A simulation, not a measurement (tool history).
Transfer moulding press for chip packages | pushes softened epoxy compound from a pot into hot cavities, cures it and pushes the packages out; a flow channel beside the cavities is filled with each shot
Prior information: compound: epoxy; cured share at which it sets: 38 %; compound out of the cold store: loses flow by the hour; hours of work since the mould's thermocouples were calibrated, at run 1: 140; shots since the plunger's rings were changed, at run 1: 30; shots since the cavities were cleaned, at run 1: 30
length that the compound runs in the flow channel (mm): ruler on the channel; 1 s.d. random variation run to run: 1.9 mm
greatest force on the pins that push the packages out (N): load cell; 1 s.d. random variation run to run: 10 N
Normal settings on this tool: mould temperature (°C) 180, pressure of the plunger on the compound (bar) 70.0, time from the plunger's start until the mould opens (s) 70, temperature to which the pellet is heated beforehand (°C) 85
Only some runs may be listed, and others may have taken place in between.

run	day	mould temperature (°C)	pressure of the plunger on the compound (bar)	time from the plunger's start until the mould opens (s)	temperature to which the pellet is heated beforehand (°C)	hours of work since the mould's thermocouples were calibrated	shots since the plunger's rings were changed	shots since the cavities were cleaned	incoming compound's hours out of the cold store	length that the compound runs in the flow channel (mm)	greatest force on the pins that push the packages out (N)
1	0.000	180	70.0	70	85	140	30	30	29.6	674	492
2	1.483	180	70.0	70	85	156	377	377	38.8	658	647
3	2.925	180	70.0	70	85	171	715	715	23.6	684	776
# day 4.242: cavities cleaned with cleaning compound and waxed
4	4.646	180	70.0	70	85	189	1103	94	31.7	668	516
5	6.958	180	70.0	70	85	214	1644	635	42.7	646	709
# day 8.646: cavities cleaned with cleaning compound and waxed
6	8.883	180	70.0	70	85	234	2081	56	41.9	642	501
7	10.746	180	70.0	70	85	254	2516	491	26.4	665	702
# day 11.354: plunger's sealing rings changed
8	12.792	180	70.0	70	85	275	336	946	30.9	675	830
# day 13.208: cavities cleaned with cleaning compound and waxed
9	14.079	180	70.0	70	85	289	623	204	17.9	695	580
10	15.521	180	70.0	70	85	304	961	542	30.4	671	728
# day 17.567: cavities cleaned with cleaning compound and waxed
11	17.646	183	70.0	107	92	327	1443	18	15.7	690	346
12	19.292	183	70.0	107	92	344	1829	404	34.4	652	515
13	21.450	183	70.0	53	84	368	2334	909	10.7	693	1488
# day 22.083: cavities cleaned with cleaning compound and waxed
# day 22.912: plunger's sealing rings changed
14	23.621	175	70.0	95	91	389	165	335	40.8	660	496
15	25.079	186	70.0	95	93	405	507	677	33.6	660	578
# day 26.550: cavities cleaned with cleaning compound and waxed
16	27.158	186	70.0	95	93	427	979	143	40.7	645	408
17	28.442	186	70.0	95	93	441	1279	443	30.6	660	507
18	29.662	179	87.9	70	85	454	1565	729	17.5	775	831
# day 30.971: cavities cleaned with cleaning compound and waxed
19	31.025	185	81.7	59	89	468	1869	12	28.9	713	494

Subtracting, for every run, the result it would have given without the tool's unlogged condition from the measured result gives the following. The same run-to-run variation enters both numbers; the gauge's scatter may not:
What the log doesn't record here: true mould temperature over the reading, C; pressure that reaches the compound, % of what is set; grip of the stained cavities, % over clean ones'; drift of the gauge itself on flow_mm, %; drift of the gauge itself on push_out_n, %.
run	length that the compound runs in the flow channel (mm)	greatest force on the pins that push the packages out (N)
1	-1	+26
2	-3	+204
3	-5	+311
4	-8	+61
5	-11	+274
6	-14	+43
7	-17	+245
8	-3	+354
9	-6	+122
10	-7	+264
11	-10	+17
12	-12	+170
13	-17	+605
14	-3	+148
15	-5	+230
16	-7	+75
17	-9	+178
18	-13	+321
19	-14	-9
